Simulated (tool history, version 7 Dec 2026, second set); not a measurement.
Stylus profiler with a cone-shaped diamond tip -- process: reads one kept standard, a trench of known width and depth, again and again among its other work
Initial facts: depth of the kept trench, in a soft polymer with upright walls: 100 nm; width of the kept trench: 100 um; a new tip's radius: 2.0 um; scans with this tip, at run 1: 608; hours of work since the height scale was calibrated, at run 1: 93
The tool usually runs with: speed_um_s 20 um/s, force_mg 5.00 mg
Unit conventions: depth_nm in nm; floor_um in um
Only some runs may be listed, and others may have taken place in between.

run   hour  speed_um_s  force_mg  scans with this tip  hours of work since the height scale was calibrated  depth_nm  floor_um
  1    0.0          20      5.00                  608                                                   93    101.90     98.63
  2   38.6          20      5.00                  767                                                  117    101.88     98.63
  3   81.3          42      5.00                  943                                                  144    101.92     98.56
  4  138.4          42      5.00                 1178                                                  180    101.91     98.55
  5  208.3          42      5.00                 1465                                                  223    101.92     98.55
  6  251.2          42      5.00                 1642                                                  250    101.94     98.45
  7  311.4          42      5.00                 1890                                                  288    101.93     98.49
  8  353.4           6      5.00                 2063                                                  314    101.95     98.65
  9  397.3          42      8.37                 2244                                                  342    102.76     98.56
     401.4  -- height scale calibrated on a step standard
 10  435.3          29      2.42                 2398                                                   21    101.21     98.45
 11  502.0          12      1.81                 2673                                                   63    101.01     98.56
     551.9  -- height scale calibrated on a step standard, once more
 12  566.2          12      1.81                 2935                                                    9    101.01     98.56
 13  628.8          59      2.99                 3192                                                   48    101.39     98.28

Forecast each of these 3 alternatives for the next run:
  A  702.6          20      2.70                 3496                                                   95         ?         ?
  B  702.6          45      3.06                 3496                                                   95         ?         ?
  C  702.6          43      2.95                 3496                                                   95         ?         ?

run  depth_nm  floor_um
  A    101.31     98.46
  B    101.42     98.36
  C    101.39     98.35
The same runs, with their run-to-run variation unchanged, on a tool lacking any hidden condition would have given:
run  depth_nm  floor_um
  A    101.27     98.60
  B    101.37     98.50
  C    101.35     98.48
